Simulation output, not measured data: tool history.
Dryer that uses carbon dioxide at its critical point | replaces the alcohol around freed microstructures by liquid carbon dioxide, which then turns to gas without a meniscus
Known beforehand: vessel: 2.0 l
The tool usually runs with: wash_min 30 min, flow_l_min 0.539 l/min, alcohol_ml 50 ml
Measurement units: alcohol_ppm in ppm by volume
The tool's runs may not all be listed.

{"run": 1, "hour": 0.0, "wash_min": 30, "flow_l_min": 0.539, "alcohol_ml": 50, "alcohol_ppm": 62}
{"run": 2, "hour": 35.1, "wash_min": 30, "flow_l_min": 0.539, "alcohol_ml": 50, "alcohol_ppm": 69}
{"run": 3, "hour": 75.2, "wash_min": 41, "flow_l_min": 0.539, "alcohol_ml": 50, "alcohol_ppm": 42}
{"run": 4, "hour": 131.1, "wash_min": 41, "flow_l_min": 0.539, "alcohol_ml": 50, "alcohol_ppm": 38}
{"hour": 146.9, "done": "inlet filter changed"}
{"run": 5, "hour": 163.5, "wash_min": 30, "flow_l_min": 0.539, "alcohol_ml": 50, "alcohol_ppm": 63}
{"run": 6, "hour": 216.8, "wash_min": 30, "flow_l_min": 0.539, "alcohol_ml": 50, "alcohol_ppm": 67}
{"run": 7, "hour": 256.7, "wash_min": 30, "flow_l_min": 0.539, "alcohol_ml": 50, "alcohol_ppm": 71}
{"run": 8, "hour": 284.8, "wash_min": 30, "flow_l_min": 0.539, "alcohol_ml": 50, "alcohol_ppm": 63}
{"run": 9, "hour": 319.9, "wash_min": 30, "flow_l_min": 0.539, "alcohol_ml": 57, "alcohol_ppm": 75}
{"run": 10, "hour": 348.4, "wash_min": 40, "flow_l_min": 0.539, "alcohol_ml": 50, "alcohol_ppm": 64}
{"run": 11, "hour": 394.5, "wash_min": 30, "flow_l_min": 0.909, "alcohol_ml": 50, "alcohol_ppm": 74}
{"run": 12, "hour": 444.3, "wash_min": 30, "flow_l_min": 0.4, "alcohol_ml": 50, "alcohol_ppm": 175}
{"run": 13, "hour": 471.2, "wash_min": 30, "flow_l_min": 0.4, "alcohol_ml": 50, "alcohol_ppm": 193}
{"run": 14, "hour": 520.3, "wash_min": 30, "flow_l_min": 0.539, "alcohol_ml": 85, "alcohol_ppm": 105}
{"run": 15, "hour": 556.7, "wash_min": 30, "flow_l_min": 0.539, "alcohol_ml": 85, "alcohol_ppm": 110}
{"run": 16, "hour": 581.9, "wash_min": 40, "flow_l_min": 0.539, "alcohol_ml": 50, "alcohol_ppm": 94}
{"run": 17, "hour": 610.0, "wash_min": 30, "flow_l_min": 0.705, "alcohol_ml": 50, "alcohol_ppm": 108}
{"run": 18, "hour": 659.1, "wash_min": 30, "flow_l_min": 0.705, "alcohol_ml": 50, "alcohol_ppm": 101}
{"run": 19, "hour": 691.7, "wash_min": 30, "flow_l_min": 0.705, "alcohol_ml": 50, "alcohol_ppm": 94}
{"run": 20, "hour": 751.7, "wash_min": 30, "flow_l_min": 0.705, "alcohol_ml": 50, "alcohol_ppm": 106}
{"hour": 782.5, "done": "inlet filter changed"}
{"run": 21, "hour": 792.9, "wash_min": 30, "flow_l_min": 0.539, "alcohol_ml": 50, "alcohol_ppm": 127}
{"run": 22, "hour": 844.9, "wash_min": 30, "flow_l_min": 0.539, "alcohol_ml": 50, "alcohol_ppm": 114}
{"run": 23, "hour": 892.0, "wash_min": 30, "flow_l_min": 0.641, "alcohol_ml": 50, "alcohol_ppm": 117}
{"hour": 928.5, "done": "purifier's bed changed"}
{"run": 24, "hour": 933.4, "wash_min": 29, "flow_l_min": 0.368, "alcohol_ml": 86, "alcohol_ppm": 295}
{"run": 25, "hour": 973.1, "wash_min": 37, "flow_l_min": 0.665, "alcohol_ml": 111, "alcohol_ppm": 4}
{"run": 26, "hour": 1003.1, "wash_min": 18, "flow_l_min": 0.468, "alcohol_ml": 50, "alcohol_ppm": 535}
{"run": 27, "hour": 1047.2, "wash_min": 18, "flow_l_min": 0.543, "alcohol_ml": 63, "alcohol_ppm": 390}
{"run": 28, "hour": 1073.0, "wash_min": 18, "flow_l_min": 0.543, "alcohol_ml": 63, "alcohol_ppm": 380}
{"run": 29, "hour": 1129.0, "wash_min": 22, "flow_l_min": 0.434, "alcohol_ml": 93, "alcohol_ppm": 621}
{"run": 30, "hour": 1165.8, "wash_min": 31, "flow_l_min": 0.539, "alcohol_ml": 62, "alcohol_ppm": 42}
{"run": 31, "hour": 1204.0, "wash_min": 44, "flow_l_min": 0.539, "alcohol_ml": 27, "alcohol_ppm": 29}
{"run": 32, "hour": 1229.9, "wash_min": 26, "flow_l_min": 0.41, "alcohol_ml": 21, "alcohol_ppm": 118}
{"run": 33, "hour": 1260.7, "wash_min": 26, "flow_l_min": 0.41, "alcohol_ml": 21, "alcohol_ppm": 121}
{"run": 34, "hour": 1306.4, "wash_min": 37, "flow_l_min": 0.539, "alcohol_ml": 70, "alcohol_ppm": 45}
{"run": 35, "hour": 1351.6, "wash_min": 30, "flow_l_min": 0.891, "alcohol_ml": 47, "alcohol_ppm": 37}
{"run": 36, "hour": 1398.6, "wash_min": 30, "flow_l_min": 0.891, "alcohol_ml": 47, "alcohol_ppm": 52}
{"hour": 1425.1, "done": "inlet filter changed"}
{"run": 37, "hour": 1433.9, "wash_min": 30, "flow_l_min": 0.793, "alcohol_ml": 24, "alcohol_ppm": 50}
{"run": 38, "hour": 1479.6, "wash_min": 44, "flow_l_min": 0.539, "alcohol_ml": 69, "alcohol_ppm": 52}
{"run": 39, "hour": 1509.0, "wash_min": 44, "flow_l_min": 0.539, "alcohol_ml": 69, "alcohol_ppm": 55}
{"run": 40, "hour": 1549.2, "wash_min": 44, "flow_l_min": 0.539, "alcohol_ml": 69, "alcohol_ppm": 67}
{"run": 41, "hour": 1594.3, "wash_min": 20, "flow_l_min": 0.324, "alcohol_ml": 50, "alcohol_ppm": 1299}
{"run": 42, "hour": 1618.8, "wash_min": 30, "flow_l_min": 0.832, "alcohol_ml": 77, "alcohol_ppm": 67}
{"run": 43, "hour": 1664.5, "wash_min": 21, "flow_l_min": 0.539, "alcohol_ml": 42, "alcohol_ppm": 185}
{"run": 44, "hour": 1691.2, "wash_min": 21, "flow_l_min": 0.404, "alcohol_ml": 42, "alcohol_ppm": 497}
{"run": 45, "hour": 1738.2, "wash_min": 21, "flow_l_min": 0.497, "alcohol_ml": 60, "alcohol_ppm": 347}

Below are 5 alternative next runs, each starting from the tool's condition after run 45. Predict each:
{"run": "A", "hour": 1789.6, "wash_min": 25, "flow_l_min": 0.524, "alcohol_ml": 22, "alcohol_ppm": "?"}
{"run": "B", "hour": 1789.6, "wash_min": 37, "flow_l_min": 0.539, "alcohol_ml": 21, "alcohol_ppm": "?"}
{"run": "C", "hour": 1789.6, "wash_min": 19, "flow_l_min": 0.497, "alcohol_ml": 60, "alcohol_ppm": "?"}
{"run": "D", "hour": 1789.6, "wash_min": 26, "flow_l_min": 0.497, "alcohol_ml": 60, "alcohol_ppm": "?"}
{"run": "E", "hour": 1789.6, "wash_min": 21, "flow_l_min": 0.365, "alcohol_ml": 49, "alcohol_ppm": "?"}

run=A alcohol_ppm=115
run=B alcohol_ppm=82
run=C alcohol_ppm=507
run=D alcohol_ppm=169
run=E alcohol_ppm=865
Had the tool no hidden state, the same runs would have come out as:
run=A alcohol_ppm=31
run=B alcohol_ppm=7
run=C alcohol_ppm=348
run=D alcohol_ppm=70
run=E alcohol_ppm=658
